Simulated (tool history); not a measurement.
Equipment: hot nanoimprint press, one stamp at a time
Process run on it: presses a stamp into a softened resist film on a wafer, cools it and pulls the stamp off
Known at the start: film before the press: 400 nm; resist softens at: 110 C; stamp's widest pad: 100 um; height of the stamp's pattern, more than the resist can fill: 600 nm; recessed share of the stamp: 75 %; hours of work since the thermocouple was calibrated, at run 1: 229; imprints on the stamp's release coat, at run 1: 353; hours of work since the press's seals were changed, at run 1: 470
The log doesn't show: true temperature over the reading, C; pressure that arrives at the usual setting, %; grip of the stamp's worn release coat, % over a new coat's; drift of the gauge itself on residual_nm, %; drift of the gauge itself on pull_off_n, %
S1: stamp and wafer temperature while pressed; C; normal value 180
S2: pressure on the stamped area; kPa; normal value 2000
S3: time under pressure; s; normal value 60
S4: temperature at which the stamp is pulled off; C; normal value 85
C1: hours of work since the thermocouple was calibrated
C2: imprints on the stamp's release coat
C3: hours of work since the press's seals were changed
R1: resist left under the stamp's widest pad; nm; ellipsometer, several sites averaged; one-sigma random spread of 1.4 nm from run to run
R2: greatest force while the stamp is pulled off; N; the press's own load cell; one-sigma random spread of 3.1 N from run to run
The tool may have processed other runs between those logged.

run 1 day=0.000 | S1=180 S2=2000 S3=60 S4=85 | C1=229 C2=353 C3=470 | R1=239.4 R2=166
run 2 day=1.888 | S1=180 S2=2000 S3=60 S4=85 | C1=263 C2=470 C3=504 | R1=243.3 R2=179
run 3 day=3.712 | S1=180 S2=2000 S3=60 S4=92 | C1=295 C2=584 C3=537 | R1=243.7 R2=159
run 4 day=5.388 | S1=180 S2=2000 S3=60 S4=85 | C1=326 C2=688 C3=567 | R1=242.9 R2=185
run 5 day=6.496 | S1=180 S2=2000 S3=60 S4=85 | C1=345 C2=757 C3=587 | R1=243.0 R2=191
run 6 day=7.817 | S1=180 S2=2000 S3=60 S4=85 | C1=369 C2=839 C3=611 | R1=245.4 R2=197
run 7 day=9.900 | S1=180 S2=2000 S3=60 S4=85 | C1=407 C2=969 C3=648 | R1=248.1 R2=196
run 8 day=11.071 | S1=184 S2=2000 S3=60 S4=85 | C1=428 C2=1041 C3=669 | R1=208.0 R2=201
run 9 day=13.600 | S1=179 S2=2000 S3=60 S4=85 | C1=473 C2=1199 C3=715 | R1=258.0 R2=218
run 10 day=14.629 | S1=179 S2=2000 S3=60 S4=85 | C1=492 C2=1263 C3=733 | R1=261.6 R2=208
-- day=16.671 plate thermocouple calibrated
run 11 day=16.971 | S1=180 S2=2000 S3=60 S4=85 | C1=5 C2=1401 C3=773 | R1=233.4 R2=220
run 12 day=19.262 | S1=180 S2=2330 S3=60 S4=85 | C1=47 C2=1543 C3=814 | R1=221.0 R2=220
run 13 day=20.458 | S1=180 S2=2000 S3=60 S4=85 | C1=68 C2=1618 C3=836 | R1=236.9 R2=227
run 14 day=21.862 | S1=180 S2=2000 S3=60 S4=85 | C1=93 C2=1705 C3=861 | R1=238.5 R2=227
run 15 day=23.896 | S1=180 S2=2940 S3=37 S4=85 | C1=130 C2=1832 C3=898 | R1=239.4 R2=233
-- day=25.354 stamp cleaned and given a new release coat
run 16 day=26.167 | S1=180 S2=1380 S3=38 S4=85 | C1=166 C2=50 C3=934 | R1=301.7 R2=152
-- day=27.650 press's hydraulic seals changed and the load cell set to zero
run 17 day=28.300 | S1=180 S2=1380 S3=38 S4=85 | C1=199 C2=162 C3=12 | R1=301.7 R2=157
run 18 day=30.167 | S1=178 S2=1380 S3=61 S4=85 | C1=232 C2=278 C3=45 | R1=289.0 R2=156
run 19 day=31.812 | S1=172 S2=1430 S3=111 S4=78 | C1=262 C2=381 C3=75 | R1=308.2 R2=179
run 20 day=34.167 | S1=170 S2=1250 S3=31 S4=83 | C1=304 C2=527 C3=117 | R1=374.6 R2=183
run 21 day=35.717 | S1=174 S2=1430 S3=60 S4=85 | C1=332 C2=624 C3=145 | R1=322.6 R2=185
run 22 day=38.262 | S1=174 S2=1430 S3=60 S4=85 | C1=378 C2=782 C3=191 | R1=329.2 R2=187
run 23 day=39.842 | S1=192 S2=1700 S3=34 S4=81 | C1=406 C2=880 C3=219 | R1=186.2 R2=200
run 24 day=40.996 | S1=174 S2=3130 S3=86 S4=81 | C1=427 C2=952 C3=240 | R1=241.8 R2=205
run 25 day=42.704 | S1=184 S2=2000 S3=68 S4=85 | C1=457 C2=1058 C3=270 | R1=198.6 R2=201
run 26 day=45.079 | S1=177 S2=2820 S3=94 S4=70 | C1=500 C2=1206 C3=313 | R1=216.2 R2=249

Branching from run 26: 4 alternative next runs. What would each branch give?
run A day=46.217 | S1=180 S2=2420 S3=31 S4=85 | C1=520 C2=1277 C3=334 | R1=? R2=?
run B day=46.217 | S1=177 S2=1490 S3=94 S4=70 | C1=520 C2=1277 C3=334 | R1=? R2=?
run C day=46.217 | S1=177 S2=2950 S3=76 S4=70 | C1=520 C2=1277 C3=334 | R1=? R2=?
run D day=46.217 | S1=173 S2=2650 S3=56 S4=85 | C1=520 C2=1277 C3=334 | R1=? R2=?

run=A R1=279.1 R2=217
run=B R1=276.3 R2=260
run=C R1=230.1 R2=256
run=D R1=302.5 R2=213
Stripped of hidden state, with their random variation kept, the same runs would have yielded:
run=A R1=258.3 R2=148
run=B R1=255.3 R2=178
run=C R1=207.5 R2=176
run=D R1=280.9 R2=145
